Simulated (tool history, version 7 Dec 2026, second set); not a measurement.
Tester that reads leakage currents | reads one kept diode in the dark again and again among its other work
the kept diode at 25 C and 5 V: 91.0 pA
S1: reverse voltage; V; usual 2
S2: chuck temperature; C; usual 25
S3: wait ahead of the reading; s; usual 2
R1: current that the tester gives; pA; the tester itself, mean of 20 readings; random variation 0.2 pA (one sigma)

run	day	S1	S2	S3	R1
1	0	2	25	2	65.44
2	2.271	2	33	2	115.11
3	4.058	2	33	2	114.9
4	7.1	2	33	2	115.1
5	8.338	2	25	2	65.8
6	9.942	2	25	2	65.49
7	11.242	2	25	7.02	65.55
8	12.704	3.2	25	2	80.88
9	14.633	3.2	25	2	81.05
10	16.438	2	25	2	69.17
11	18.7	2	25	2	63.74
12	20.55	10.23	25	2	124.88
13	22.667	10.23	25	2	123.53
14	25.408	2	34	2	123.59
15	27.6	2	34	2	124.12
16	30.029	2	34	2	123.94
17	32.629	2	33	2	114.79
18	34.575	9.89	30	0.97	180.09
19	36.079	15.28	33	3.97	265.6
20	38.683	15.61	25	7.93	150.69
21	40.612	10.25	39	3.6	339.51
22	42.021	3.48	51	1.82	489.98
23	43.412	2.21	51	1.82	407
24	45.183	2.21	51	1.82	407.03
25	48.071	2.21	51	1.82	406.13
26	50.792	2	25	0.35	64.26
27	53.183	1.02	52	1.17	313.68
28	55.779	1.02	52	1.17	315.14
29	58.617	9.15	25	1.37	122.53
30	61.112	1.32	25	1.37	53.06
31	62.842	1.32	25	1.37	53.4
32	65.821	1.46	25	6.49	55.06
33	68.012	9.15	25	2.07	124.1

Taken out of this log: 2 entries between the listed runs. Where each belongs, and how the hidden state differs across it:
Between runs 9 and 10: chuck's temperature calibrated (day 15.825)
  stray current of the dirty probe card, pA a volt: 2.684 -> 2.724; current scale over the true one, %: 0.92 -> 0.95; true chuck temperature over the reading, C: -0.81 -> 0.03
  measured less the result without the state, R1: +4.64 -> +6.18 pA
Between runs 10 and 11: probe card cleaned and baked (day 18.275)
  stray current of the dirty probe card, pA a volt: 2.724 -> 0.037; current scale over the true one, %: 0.95 -> 0.98; true chuck temperature over the reading, C: 0.03 -> 0
  measured less the result without the state, R1: +6.18 -> +0.63 pA
